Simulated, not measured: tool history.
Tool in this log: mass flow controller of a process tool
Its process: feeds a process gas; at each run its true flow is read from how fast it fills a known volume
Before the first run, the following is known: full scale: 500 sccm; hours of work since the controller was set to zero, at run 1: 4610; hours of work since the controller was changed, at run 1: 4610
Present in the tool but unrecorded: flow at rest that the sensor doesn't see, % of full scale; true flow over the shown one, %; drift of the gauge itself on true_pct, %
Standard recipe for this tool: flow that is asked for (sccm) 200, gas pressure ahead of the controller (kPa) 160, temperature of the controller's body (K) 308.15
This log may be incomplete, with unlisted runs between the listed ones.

run    hour  flow that is asked for (sccm)  gas pressure ahead of the controller (kPa)  temperature of the controller's body (K)  hours of work since the controller was set to zero  hours of work since the controller was changed  true flow (%)
  1     0.0                            200                                         160                                    308.15                                                4610                                            4610          97.81
  2   258.8                            200                                         160                                    308.15                                                4777                                            4777          97.63
  3   555.8                            200                                         160                                    308.15                                                4969                                            4969          97.58
  4   766.9                            200                                         160                                    308.15                                                5106                                            5106          97.67
  5  1048.1                            200                                         160                                    308.15                                                5287                                            5287          97.77
  6  1300.3                            200                                         202                                    308.15                                                5450                                            5450          97.61
  7  1576.1                            200                                         160                                    295.15                                                5629                                            5629          98.31
  8  1799.7                            200                                         160                                    295.15                                                5773                                            5773          98.51
  9  2004.1                            200                                         160                                    308.15                                                5906                                            5906          97.77
 10  2186.2                            200                                         160                                    308.15                                                6023                                            6023          97.66
 11  2524.1                            200                                         160                                    308.15                                                6242                                            6242          97.69
 12  2870.7                            133                                         160                                    308.15                                                6466                                            6466          97.27
 13  3052.8                            200                                         208                                    306.15                                                6584                                            6584          97.68
 14  3353.3                             68                                         227                                    304.15                                                6778                                            6778          96.92
 15  3584.4                            436                                         196                                    308.15                                                6927                                            6927          99.00
 16  3879.4                            285                                         218                                    305.15                                                7118                                            7118          98.22
 17  4160.0                             78                                         170                                    303.15                                                7300                                            7300          97.16

Expected results for the next run?
 18  4369.7                             78                                         170                                    303.15                                                7435                                            7435              ?

Run 18 yielded true flow (%) 97.23.
With the hidden condition absent and the run-to-run variation left alone, this run would have shown true flow (%) 97.21.

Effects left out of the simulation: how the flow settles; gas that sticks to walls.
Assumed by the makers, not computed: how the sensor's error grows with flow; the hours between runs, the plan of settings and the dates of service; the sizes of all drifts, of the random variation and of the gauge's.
